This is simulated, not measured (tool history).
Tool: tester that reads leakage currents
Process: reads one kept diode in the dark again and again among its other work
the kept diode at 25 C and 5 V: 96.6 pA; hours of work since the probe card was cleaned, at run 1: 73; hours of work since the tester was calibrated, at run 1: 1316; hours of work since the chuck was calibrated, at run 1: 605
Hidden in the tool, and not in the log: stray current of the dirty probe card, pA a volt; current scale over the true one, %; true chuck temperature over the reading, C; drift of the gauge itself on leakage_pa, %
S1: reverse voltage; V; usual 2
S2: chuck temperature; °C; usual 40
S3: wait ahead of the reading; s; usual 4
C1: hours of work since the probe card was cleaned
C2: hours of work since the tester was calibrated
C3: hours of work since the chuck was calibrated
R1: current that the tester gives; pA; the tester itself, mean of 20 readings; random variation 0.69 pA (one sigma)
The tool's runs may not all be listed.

run	hour	S1	S2	S3	C1	C2	C3	R1
1	0	2	40	4	73	1316	605	216.77
2	40.4	2	40	4	101	1344	633	216.76
3	78.6	2	40	3.9	128	1371	660	215.77
4	102.2	2	40	4	145	1387	676	216.07
5	146.1	2	40	4	175	1418	707	215.74
6	185.2	2	40	4	203	1446	734	215.22
7	218.7	2	40	4	226	1469	758	213.94
8	247.7	2	40	4	247	1489	778	214.02
9	294.1	2	21	4	279	1522	811	42.81
10	347.4	2	39	4	317	1559	848	197.67
11	387.2	2	39	4	345	1587	876	195.82
12	413.1	2	39	4	363	1605	894	196
13	446.8	2	39	4	386	1629	918	195.95
14	482.3	2	39	4	411	1654	943	195.28
15	529.3	2	40	4	444	1687	976	212.31
16	571.8	2	40	4	474	1717	1006	211.57
# hour 578.9: chuck's temperature calibrated
17	611.8	2	43	4	501	1744	23	256.53
18	655	1.63	40	4	531	1774	53	184.33
# hour 709.7: chuck's temperature calibrated, once more
19	711.7	1.63	40	4	570	1812	1	215.02
20	743	3.31	40	4	592	1834	23	291.71
21	782.9	2	40	4	619	1862	51	233.36
22	818.4	2	40	4	644	1887	76	233.43
23	864.3	2	40	0.42	677	1919	108	233.13
24	898.2	2.82	37	4.26	700	1943	132	211.52
25	939.5	2.14	33	1.88	729	1972	161	135.95
26	989.2	2.14	33	6.63	764	2007	196	135.6
27	1015.7	2.14	33	6.63	783	2026	215	134.7
28	1041.5	3.14	33	0.78	801	2044	233	160.66
29	1085	10.12	51	0.89	831	2074	263	1097.87
30	1112	3.82	40	1.25	850	2093	282	303.89
31	1137.9	10.61	40	5.07	869	2111	300	484.52
32	1178	10.61	57	5.07	897	2139	329	1730.22
33	1214.4	10.61	35	2.59	922	2165	354	328.28
34	1253.4	2	47	4.58	950	2192	382	391.34
35	1290.2	1.96	28	3.25	975	2218	407	84.69
36	1344.8	1.96	28	3.25	1014	2256	446	85.28
37	1376.2	4.24	28	0.98	1036	2279	468	122.66
38	1431.2	1.91	32	0.98	1074	2317	506	116.73
# hour 1476.3: probe card cleaned and baked
39	1478.8	1.91	32	0.98	2	2348	538	111.94
40	1521.4	1.91	32	0.98	32	2378	567	111.68
41	1545.9	7.09	47	1.45	49	2396	585	661.28

Forecast each of these 3 alternatives for the next run:
A	1600.7	7.09	47	4.04	87	2434	623	?
B	1600.7	2.05	47	1.45	87	2434	623	?
C	1600.7	7.09	47	5.02	87	2434	623	?

run	R1
A	660.09
B	384.97
C	661.07
Without the tool's hidden state the same runs would have given:
run	R1
A	691.29
B	403.59
C	692.32
